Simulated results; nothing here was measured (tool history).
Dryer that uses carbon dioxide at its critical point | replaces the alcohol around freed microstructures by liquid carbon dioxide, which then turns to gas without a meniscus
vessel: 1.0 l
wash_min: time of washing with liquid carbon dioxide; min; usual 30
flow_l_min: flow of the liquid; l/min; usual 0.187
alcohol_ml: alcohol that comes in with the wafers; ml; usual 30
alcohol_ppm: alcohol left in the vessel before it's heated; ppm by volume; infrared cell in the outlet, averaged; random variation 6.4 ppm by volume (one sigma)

| run | day | wash_min | flow_l_min | alcohol_ml | alcohol_ppm |
|---|---|---|---|---|---|
| 1 | 0 | 30 | 0.187 | 30 | 469 |
| 2 | 1.8 | 30 | 0.173 | 30 | 676 |
|  | 2.192 | inlet filter changed |
| 3 | 3.283 | 30 | 0.173 | 30 | 463 |
| 4 | 5.242 | 30 | 0.133 | 30 | 1193 |
| 5 | 7.454 | 38 | 0.187 | 30 | 157 |
|  | 8.383 | purifier's bed changed |
| 6 | 8.954 | 30 | 0.187 | 30 | 319 |
| 7 | 10.062 | 30 | 0.187 | 30 | 331 |
| 8 | 10.988 | 30 | 0.167 | 30 | 547 |
| 9 | 12.733 | 30 | 0.167 | 30 | 568 |
| 10 | 14.808 | 30 | 0.167 | 30 | 602 |
| 11 | 16.254 | 30 | 0.187 | 30 | 382 |
| 12 | 17.771 | 30 | 0.187 | 30 | 387 |
| 13 | 19.908 | 30 | 0.187 | 30 | 402 |
| 14 | 21.446 | 30 | 0.187 | 30 | 421 |
| 15 | 22.754 | 30 | 0.187 | 30 | 430 |
|  | 24.267 | inlet filter changed |
| 16 | 24.675 | 30 | 0.187 | 30 | 290 |
| 17 | 26.583 | 30 | 0.187 | 102 | 964 |
| 18 | 27.771 | 30 | 0.187 | 102 | 1017 |
| 19 | 29.533 | 30 | 0.187 | 30 | 327 |
| 20 | 31.692 | 30 | 0.187 | 30 | 351 |

The next listed run, before its measurement:
| 21 | 33.933 | 40 | 0.136 | 62 | ? |

Run 21 gave alcohol_ppm 858 ppm by volume.
Without the tool's hidden state the same run would have given alcohol_ppm 667 ppm by volume.

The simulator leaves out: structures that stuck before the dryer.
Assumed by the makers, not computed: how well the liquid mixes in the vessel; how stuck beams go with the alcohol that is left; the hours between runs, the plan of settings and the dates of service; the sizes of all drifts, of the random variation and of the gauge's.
